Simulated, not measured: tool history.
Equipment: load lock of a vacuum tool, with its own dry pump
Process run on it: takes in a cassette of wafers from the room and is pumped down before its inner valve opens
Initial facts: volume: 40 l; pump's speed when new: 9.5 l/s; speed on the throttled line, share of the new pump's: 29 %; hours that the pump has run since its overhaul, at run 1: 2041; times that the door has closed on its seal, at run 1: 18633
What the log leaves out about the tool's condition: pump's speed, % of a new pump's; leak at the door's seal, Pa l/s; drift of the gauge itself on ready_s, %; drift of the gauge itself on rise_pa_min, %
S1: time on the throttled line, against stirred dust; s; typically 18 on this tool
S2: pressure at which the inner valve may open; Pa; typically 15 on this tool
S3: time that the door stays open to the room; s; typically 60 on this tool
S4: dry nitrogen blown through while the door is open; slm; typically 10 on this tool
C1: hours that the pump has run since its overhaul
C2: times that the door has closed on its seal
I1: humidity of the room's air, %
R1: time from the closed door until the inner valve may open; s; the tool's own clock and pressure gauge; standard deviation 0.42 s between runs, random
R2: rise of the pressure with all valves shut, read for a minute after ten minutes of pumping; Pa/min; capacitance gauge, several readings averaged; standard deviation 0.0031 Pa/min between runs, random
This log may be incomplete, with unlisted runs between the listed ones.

run,hour,S1,S2,S3,S4,C1,C2,I1,R1,R2
1,0.0,18,15,60,10,2041,18633,48.4,50.9,0.153
2,172.5,18,15,60,40,2213,19006,45.4,51.1,0.116
3,272.7,18,15,60,40,2313,19223,44.1,50.4,0.123
4,452.2,18,13,60,10,2493,19612,43.2,51.2,0.150
5,571.7,18,13,60,6,2612,19870,43.2,51.4,0.164
6,738.1,18,13,60,6,2779,20231,42.6,50.6,0.161
7,884.6,18,11,60,6,2925,20548,45.8,52.1,0.170
8,1029.9,18,15,60,6,3071,20862,44.2,51.9,0.173
9,1220.3,18,15,60,10,3261,21275,48.0,51.2,0.173
10,1301.7,18,15,60,12,3342,21451,43.7,51.0,0.156
11,1391.6,18,15,60,12,3432,21645,42.0,51.0,0.165
12,1548.7,18,15,60,12,3589,21986,44.7,50.5,0.169
13,1710.3,18,15,60,12,3751,22335,42.9,51.3,0.170
14,1801.6,13,15,60,10,3842,22533,45.5,48.2,0.174
15,1961.0,13,15,60,10,4002,22878,44.9,48.2,0.186
16,2060.1,18,15,60,10,4101,23093,44.5,51.2,0.182
17,2190.0,18,15,60,10,4231,23374,44.7,52.1,0.184
18,2343.4,18,15,60,10,4384,23706,42.3,51.5,0.184
19,2532.9,18,15,60,22,4574,24116,45.3,51.6,0.174
20,2682.8,25,15,104,18,4723,24441,43.8,56.9,0.203
21,2795.7,22,22,69,6,4836,24685,47.6,52.3,0.213
22,2883.1,22,22,34,20,4924,24874,43.5,52.6,0.173
23,3000.7,20,14,80,17,5041,25129,44.6,53.5,0.199
24,3123.2,20,14,80,17,5164,25394,48.7,53.4,0.205
25,3292.3,13,10,29,31,5333,25760,45.4,50.2,0.170
26,3391.3,16,22,38,18,5432,25974,46.0,48.7,0.176
27,3493.1,16,22,38,18,5534,26195,48.4,48.4,0.183
28,3674.8,16,22,38,18,5716,26588,45.1,48.8,0.177
29,3799.9,18,10,60,10,5841,26859,44.1,55.0,0.207
30,3964.1,18,15,60,5,6005,27214,45.5,52.5,0.214
31,4119.0,18,18,88,42,6160,27550,49.5,50.9,0.206
32,4247.5,18,18,88,42,6288,27828,42.8,51.9,0.200
33,4378.0,20,23,25,11,6419,28110,41.8,51.9,0.178
34,4532.0,22,15,60,10,6573,28444,45.5,54.9,0.221
35,4673.0,22,15,138,10,6714,28749,44.6,55.8,0.275
36,4787.7,29,12,84,25,6828,28997,45.0,60.5,0.217
37,4875.6,29,12,84,25,6916,29188,44.4,61.5,0.221

Consider 4 possible next runs. They are alternatives, not a sequence: every one starts from the tool as it was left by run 37. What does each give?
A,4982.5,29,12,32,25,7023,29419,47.6,?,?
B,4982.5,11,15,202,10,7023,29419,44.4,?,?
C,4982.5,29,12,84,25,7023,29419,44.0,?,?
D,4982.5,23,18,84,25,7023,29419,46.4,?,?

run,R1,R2
A,60.8,0.202
B,48.0,0.317
C,61.6,0.225
D,55.1,0.228
Without the tool's hidden state the same runs would have given:
run,R1,R2
A,58.2,0.041
B,45.0,0.155
C,59.0,0.065
D,52.5,0.066
